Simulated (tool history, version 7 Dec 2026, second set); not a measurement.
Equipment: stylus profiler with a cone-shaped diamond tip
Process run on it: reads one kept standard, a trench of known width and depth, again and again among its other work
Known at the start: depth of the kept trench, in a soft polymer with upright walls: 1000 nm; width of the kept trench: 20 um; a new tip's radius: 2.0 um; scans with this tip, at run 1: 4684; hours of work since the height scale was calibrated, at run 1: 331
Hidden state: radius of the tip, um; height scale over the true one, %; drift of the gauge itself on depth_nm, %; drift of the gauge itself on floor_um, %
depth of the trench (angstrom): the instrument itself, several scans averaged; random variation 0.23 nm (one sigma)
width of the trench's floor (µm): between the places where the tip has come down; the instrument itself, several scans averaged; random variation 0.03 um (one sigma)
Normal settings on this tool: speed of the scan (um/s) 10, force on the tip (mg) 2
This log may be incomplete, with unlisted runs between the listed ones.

run	day	speed of the scan (um/s)	force on the tip (mg)	scans with this tip	hours of work since the height scale was calibrated	depth of the trench (angstrom)	width of the trench's floor (µm)
1	0	10	2	4684	331	10095.9	15.88
2	1.212	10	2	4954	350	10095.5	15.85
3	3.342	10	2	5428	383	10099.2	15.71
4	5.412	29	2	5890	416	10104.6	15.54
5	7.133	29	2	6273	443	10101.7	15.49
6	8.254	10	1.86	6524	461	10103.1	15.55
7	10.538	10	1.86	7032	497	10099.9	15.48
8	11.979	10	1.86	7354	519	10105	15.44
9	13.725	10	1.39	7743	547	10090.1	15.42
10	15.921	10	1.39	8232	581	10094.3	15.35
11	18.042	10	1.39	8705	615	10096	15.29
12	20.075	10	1.39	9158	647	10096.2	15.22
13	22.358	10	1.39	9667	683	10097.4	15.18
14	24.221	10	1.47	10082	712	10101	15.04
# day 24.408: height scale calibrated on a step standard
15	26.471	4	1.47	10578	32	10112.2	15.11
16	28.983	4	1.47	11139	72	10115.4	14.96
17	30.108	3	0.77	11390	90	10090.3	15.03
18	31.988	3	3.4	11809	119	10171.3	14.96
19	33.979	3	3.4	12252	151	10169.1	14.91
20	35.646	3	2.31	12624	177	10140.5	14.84
# day 37.012: height scale calibrated on a step standard, once more
21	37.262	2	0.88	12979	4	10055.7	14.82
22	38.508	2	4.27	13257	24	10145.9	14.8
23	40.15	5	4.99	13623	49	10162.1	14.78
24	41.208	5	4.99	13859	66	10162.6	14.79
25	42.304	14	0.92	14103	83	10061	14.5
26	44.788	12	0.99	14657	122	10061.6	14.6
27	47.079	35	1.53	15167	158	10084.7	14.31
28	48.729	3	3.17	15535	184	10127.5	14.55
29	51.183	8	0.86	16082	223	10059.8	14.42
30	53.067	4	1.91	16502	253	10096.1	14.45
31	54.871	17	0.79	16904	281	10064.7	14.25

Measured minus without-hidden-state, run by run (identical run-to-run variation in each term; gauge scatter may differ):
run	depth of the trench (angstrom)	width of the trench's floor (µm)
1	+14.8	-0.64
2	+16	-0.68
3	+17.7	-0.74
4	+19.3	-0.8
5	+20.7	-0.86
6	+21.7	-0.9
7	+23.7	-0.96
8	+25	-1.01
9	+26.3	-1.07
10	+28	-1.13
11	+29.6	-1.19
12	+31.2	-1.24
13	+33.2	-1.31
14	+34.7	-1.36
15	+44.2	-1.41
16	+46.1	-1.49
17	+46.9	-1.52
18	+48.8	-1.57
19	+50.4	-1.62
20	+51.6	-1.66
21	+5.6	-1.71
22	+6.5	-1.74
23	+7.9	-1.77
24	+8.8	-1.8
25	+9.5	-1.83
26	+11.5	-1.89
27	+13.5	-1.95
28	+14.9	-1.99
29	+16.7	-2.05
30	+18.2	-2.09
31	+19.5	-2.14

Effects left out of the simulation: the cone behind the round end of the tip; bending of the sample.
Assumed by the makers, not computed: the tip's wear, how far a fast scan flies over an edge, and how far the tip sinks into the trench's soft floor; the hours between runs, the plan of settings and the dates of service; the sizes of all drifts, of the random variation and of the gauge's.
